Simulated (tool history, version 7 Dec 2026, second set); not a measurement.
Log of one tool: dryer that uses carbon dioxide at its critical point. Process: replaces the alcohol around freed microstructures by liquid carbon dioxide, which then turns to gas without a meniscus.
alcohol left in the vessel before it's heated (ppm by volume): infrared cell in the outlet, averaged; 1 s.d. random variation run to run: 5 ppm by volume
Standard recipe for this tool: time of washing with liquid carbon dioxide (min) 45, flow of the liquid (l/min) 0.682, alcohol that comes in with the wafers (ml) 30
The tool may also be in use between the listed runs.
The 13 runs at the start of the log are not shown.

run	hour	time of washing with liquid carbon dioxide (min)	flow of the liquid (l/min)	alcohol that comes in with the wafers (ml)	hours of work since the filter was changed	hours of work since the purifier's bed was changed	alcohol left in the vessel before it's heated (ppm by volume)
14	547.2	45	0.682	30	233	546	130
15	591.7	45	0.682	30	250	562	114
16	637.7	45	0.663	30	267	579	118
17	683.5	45	0.682	100	283	595	161
18	719.1	45	0.682	39	296	608	141
19	755.9	45	0.682	39	310	622	140
20	806.3	45	0.682	30	328	640	137
21	836.8	45	0.682	30	339	651	131
22	881.9	45	0.682	30	356	668	152
23	916.9	45	0.538	95	368	681	288
24	972.4	71	0.497	20	389	701	144
25	1012.5	71	0.497	20	403	715	144
26	1045.1	71	0.497	20	415	727	153

Forecast run 27:
27	1072.4	66	0.938	20	425	737	?

{"run 27": {"alcohol left in the vessel before it's heated (ppm by volume)": 149}}
With no hidden state in the tool, this same run would have given alcohol left in the vessel before it's heated (ppm by volume) 9.
